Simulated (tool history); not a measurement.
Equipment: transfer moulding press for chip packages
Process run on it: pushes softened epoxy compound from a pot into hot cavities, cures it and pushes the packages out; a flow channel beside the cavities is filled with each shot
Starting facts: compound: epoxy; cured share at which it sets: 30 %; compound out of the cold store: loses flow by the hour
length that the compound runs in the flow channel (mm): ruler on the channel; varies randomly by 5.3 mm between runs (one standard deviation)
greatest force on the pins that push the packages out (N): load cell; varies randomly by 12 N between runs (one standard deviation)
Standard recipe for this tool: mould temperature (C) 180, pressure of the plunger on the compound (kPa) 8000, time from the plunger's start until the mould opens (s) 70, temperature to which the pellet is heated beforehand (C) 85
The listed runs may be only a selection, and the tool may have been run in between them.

run	hour	mould temperature (C)	pressure of the plunger on the compound (kPa)	time from the plunger's start until the mould opens (s)	temperature to which the pellet is heated beforehand (C)	incoming compound's hours out of the cold store	length that the compound runs in the flow channel (mm)	greatest force on the pins that push the packages out (N)
1	0	180	8000	70	85	31.2	684	570
# hour 5.5: cavities cleaned with cleaning compound and waxed
2	50.8	173	8000	70	85	16.5	773	962
3	80.7	180	8000	70	85	43.9	634	562
# hour 86.2: cavities cleaned with cleaning compound and waxed
4	126.3	180	7640	70	85	16.5	734	590
5	158.4	180	7640	70	85	12.6	760	584
# hour 166.8: cavities cleaned with cleaning compound and waxed
# hour 201.2: plunger's sealing rings changed
6	202.4	180	7640	70	85	33.1	670	572
# hour 250.4: cavities cleaned with cleaning compound and waxed
7	250.4	180	7640	70	85	26.3	695	586
8	292.3	180	7640	70	81	12.8	763	588
9	328.1	180	6940	70	85	46.1	581	554
# hour 332: cavities cleaned with cleaning compound and waxed
10	369.2	180	6510	70	85	16	681	569
11	398	180	6510	70	85	24.1	643	571
# hour 412.7: cavities cleaned with cleaning compound and waxed
12	450.1	180	6510	70	85	31.4	621	563
13	484.4	180	8000	70	85	16.2	766	595
# hour 493.6: cavities cleaned with cleaning compound and waxed
# hour 504.4: mould's thermocouples calibrated
14	528.3	179	6490	70	92	21.5	673	617
15	550.4	179	9040	70	92	13.9	819	615
# hour 575.9: cavities cleaned with cleaning compound and waxed
16	587.6	180	9040	70	92	39.5	689	551
17	618.5	180	9040	70	92	27.6	746	559
# hour 640.1: plunger's sealing rings changed
18	649.9	180	10000	70	93	43.6	711	553
# hour 660.5: cavities cleaned with cleaning compound and waxed
19	696	180	10000	105	93	19.1	834	415
20	726.4	182	8000	70	85	37.3	657	525
# hour 744: cavities cleaned with cleaning compound and waxed
21	763.9	182	8000	70	85	45.6	637	508
22	815.5	176	6770	104	85	41	602	433
# hour 825.2: cavities cleaned with cleaning compound and waxed
23	846.4	176	6770	104	87	29.2	654	423
24	877.2	176	6770	104	87	35.5	623	418
# hour 906.4: cavities cleaned with cleaning compound and waxed
25	928.3	173	7490	104	87	22.5	719	469
26	965.2	173	7490	104	87	10	785	463

Branching from run 26: 5 alternative next runs. What would each branch give?
# hour 990.8: cavities cleaned with cleaning compound and waxed
A	1000.3	180	6960	70	85	8.5	?	?
# hour 990.8: cavities cleaned with cleaning compound and waxed
B	1000.3	180	6360	90	91	29.5	?	?
# hour 990.8: cavities cleaned with cleaning compound and waxed
C	1000.3	180	8350	70	92	30.5	?	?
# hour 990.8: cavities cleaned with cleaning compound and waxed
D	1000.3	173	6400	67	86	30.3	?	?
# hour 990.8: cavities cleaned with cleaning compound and waxed
E	1000.3	173	7490	77	79	24.2	?	?

run	length that the compound runs in the flow channel (mm)	greatest force on the pins that push the packages out (N)
A	751	587
B	618	421
C	716	536
D	624	1051
E	718	753
With the hidden condition removed and each run's random variation left untouched, the same runs would have given:
run	length that the compound runs in the flow channel (mm)	greatest force on the pins that push the packages out (N)
A	751	586
B	619	420
C	717	535
D	624	1048
E	719	751

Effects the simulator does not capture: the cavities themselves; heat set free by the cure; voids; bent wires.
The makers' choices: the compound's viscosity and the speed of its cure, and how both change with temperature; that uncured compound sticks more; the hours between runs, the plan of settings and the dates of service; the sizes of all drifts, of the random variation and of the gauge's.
